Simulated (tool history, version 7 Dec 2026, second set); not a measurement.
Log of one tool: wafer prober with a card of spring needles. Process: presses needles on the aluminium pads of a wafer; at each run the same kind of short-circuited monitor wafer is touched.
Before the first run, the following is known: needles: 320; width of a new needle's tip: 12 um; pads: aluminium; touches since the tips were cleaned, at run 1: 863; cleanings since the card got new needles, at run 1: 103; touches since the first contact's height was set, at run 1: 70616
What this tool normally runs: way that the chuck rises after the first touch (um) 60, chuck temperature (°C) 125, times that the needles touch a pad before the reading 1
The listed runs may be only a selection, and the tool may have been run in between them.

run	hour	way that the chuck rises after the first touch (um)	chuck temperature (°C)	times that the needles touch a pad before the reading	touches since the tips were cleaned	cleanings since the card got new needles	touches since the first contact's height was set	resistance of one needle with its contact and lead (mohm)	way that a needle slides on the pad (um)
1	0.0	60	125	1	863	103	70616	329	14.64
# hour 3.5: tips cleaned on abrasive film
# hour 12.1: tips cleaned on abrasive film
# hour 20.6: tips cleaned on abrasive film
# hour 29.2: tips cleaned on abrasive film
2	33.8	60	125	1	1048	107	78236	333	14.59
# hour 37.3: tips cleaned on abrasive film
# hour 45.8: tips cleaned on abrasive film
3	50.5	60	125	1	1084	109	81993	324	14.23
# hour 53.9: tips cleaned on abrasive film
# hour 62.5: tips cleaned on abrasive film
# hour 71.1: tips cleaned on abrasive film
4	77.0	42	125	1	1350	112	87956	413	9.69
# hour 78.7: tips cleaned on abrasive film
# hour 87.3: tips cleaned on abrasive film
# hour 95.6: tips cleaned on abrasive film
5	98.7	60	125	1	694	115	92831	323	14.41
# hour 103.9: tips cleaned on abrasive film
# hour 112.5: tips cleaned on abrasive film
6	116.9	60	125	1	1009	117	96940	331	13.99
# hour 120.4: tips cleaned on abrasive film
# hour 129.0: tips cleaned on abrasive film
# hour 137.5: tips cleaned on abrasive film
# hour 144.4: tips cleaned on abrasive film
# hour 152.6: tips cleaned on abrasive film
7	154.7	47	125	1	477	122	105428	339	10.74
# hour 159.9: tips cleaned on abrasive film
# hour 168.5: tips cleaned on abrasive film
# hour 177.1: tips cleaned on abrasive film
8	179.8	47	125	1	628	125	111095	349	10.54
# hour 184.9: tips cleaned on abrasive film
# hour 191.8: tips cleaned on abrasive film
9	198.1	60	125	1	1430	127	115209	354	14.14
# hour 199.9: tips cleaned on abrasive film
# hour 208.5: tips cleaned on abrasive film
# hour 215.4: tips cleaned on abrasive film
# hour 224.0: tips cleaned on abrasive film
10	225.3	60	125	1	307	131	121328	316	13.70
# hour 232.2: tips cleaned on abrasive film
# hour 234.2: height of the first contact set anew
# hour 241.0: tips cleaned on abrasive film
# hour 247.9: tips cleaned on abrasive film
11	253.7	60	125	1	1338	134	4405	333	15.73
# hour 255.5: tips cleaned on abrasive film
# hour 264.0: tips cleaned on abrasive film
# hour 272.6: tips cleaned on abrasive film
# hour 281.1: tips cleaned on abrasive film
12	287.6	60	125	1	1478	138	12034	347	15.41
# hour 289.4: tips cleaned on abrasive film
# hour 297.9: tips cleaned on abrasive film
# hour 306.4: tips cleaned on abrasive film
13	307.5	60	125	1	252	141	16492	301	15.54
# hour 314.4: tips cleaned on abrasive film
# hour 323.0: tips cleaned on abrasive film
# hour 331.6: tips cleaned on abrasive film
# hour 338.5: tips cleaned on abrasive film
14	340.2	60	125	1	389	145	23857	308	15.30
# hour 346.5: tips cleaned on abrasive film
# hour 355.1: tips cleaned on abrasive film
15	360.6	60	125	1	1242	147	28455	335	15.36
# hour 362.4: tips cleaned on abrasive film
# hour 370.8: tips cleaned on abrasive film
16	377.3	60	35	2	1480	149	32222	301	15.45
# hour 378.9: tips cleaned on abrasive film
# hour 387.5: tips cleaned on abrasive film
# hour 395.8: tips cleaned on abrasive film
17	399.1	71	36	1	760	152	37129	286	17.98
# hour 404.3: tips cleaned on abrasive film
# hour 412.9: tips cleaned on abrasive film
# hour 421.3: tips cleaned on abrasive film
# hour 430.0: tips cleaned on abrasive film
18	432.2	78	104	2	523	156	44584	291	20.15
# hour 437.5: tips cleaned on abrasive film
# hour 446.1: tips cleaned on abrasive film
# hour 454.5: tips cleaned on abrasive film
# hour 462.1: tips cleaned on abrasive film
19	462.1	59	31	1	0	160	51298	269	14.48
# hour 470.6: tips cleaned on abrasive film
# hour 477.5: tips cleaned on abrasive film
20	477.5	41	54	2	0	162	54771	284	10.15
# hour 485.9: tips cleaned on abrasive film
# hour 494.5: tips cleaned on abrasive film
# hour 501.4: tips cleaned on abrasive film
21	505.4	41	67	1	929	165	61062	379	9.82
# hour 509.0: tips cleaned on abrasive film
# hour 517.4: tips cleaned on abrasive film
# hour 524.3: tips cleaned on abrasive film
22	528.3	79	32	1	898	168	66198	291	20.01
# hour 531.8: tips cleaned on abrasive film
# hour 540.2: tips cleaned on abrasive film
# hour 548.7: tips cleaned on abrasive film
23	553.6	44	125	3	1132	171	71909	347	10.68
# hour 557.1: tips cleaned on abrasive film
# hour 565.5: tips cleaned on abrasive film
# hour 572.4: tips cleaned on abrasive film
# hour 581.0: tips cleaned on abrasive film
24	584.3	59	36	1	740	175	78794	322	14.24
# hour 589.5: tips cleaned on abrasive film
# hour 597.8: tips cleaned on abrasive film
# hour 606.4: tips cleaned on abrasive film
# hour 613.3: tips cleaned on abrasive film
25	616.3	46	33	1	682	179	86000	351	10.61
# hour 621.5: tips cleaned on abrasive film
# hour 630.0: tips cleaned on abrasive film
# hour 638.5: tips cleaned on abrasive film
26	641.1	59	64	2	596	182	91593	299	14.09
# hour 646.3: tips cleaned on abrasive film
# hour 654.9: tips cleaned on abrasive film
# hour 663.4: tips cleaned on abrasive film
27	664.3	66	123	2	199	185	96799	297	15.69

Branching from run 27: 4 alternative next runs. What would each branch give?
# hour 670.8: tips cleaned on abrasive film
# hour 677.7: tips cleaned on abrasive film
# hour 686.3: tips cleaned on abrasive film
# hour 694.9: tips cleaned on abrasive film
A	701.1	60	125	1	1411	189	105094	?	?
# hour 670.8: tips cleaned on abrasive film
# hour 677.7: tips cleaned on abrasive film
# hour 686.3: tips cleaned on abrasive film
# hour 694.9: tips cleaned on abrasive film
B	701.1	63	78	2	1411	189	105094	?	?
# hour 670.8: tips cleaned on abrasive film
# hour 677.7: tips cleaned on abrasive film
# hour 686.3: tips cleaned on abrasive film
# hour 694.9: tips cleaned on abrasive film
C	701.1	66	34	1	1411	189	105094	?	?
# hour 670.8: tips cleaned on abrasive film
# hour 677.7: tips cleaned on abrasive film
# hour 686.3: tips cleaned on abrasive film
# hour 694.9: tips cleaned on abrasive film
D	701.1	58	125	2	1411	189	105094	?	?

run	resistance of one needle with its contact and lead (mohm)	way that a needle slides on the pad (um)
A	367	14.17
B	322	14.94
C	327	15.70
D	340	13.63
With no hidden state in the tool, these same runs would have given:
run	resistance of one needle with its contact and lead (mohm)	way that a needle slides on the pad (um)
A	282	15.82
B	269	16.58
C	250	17.33
D	281	15.28

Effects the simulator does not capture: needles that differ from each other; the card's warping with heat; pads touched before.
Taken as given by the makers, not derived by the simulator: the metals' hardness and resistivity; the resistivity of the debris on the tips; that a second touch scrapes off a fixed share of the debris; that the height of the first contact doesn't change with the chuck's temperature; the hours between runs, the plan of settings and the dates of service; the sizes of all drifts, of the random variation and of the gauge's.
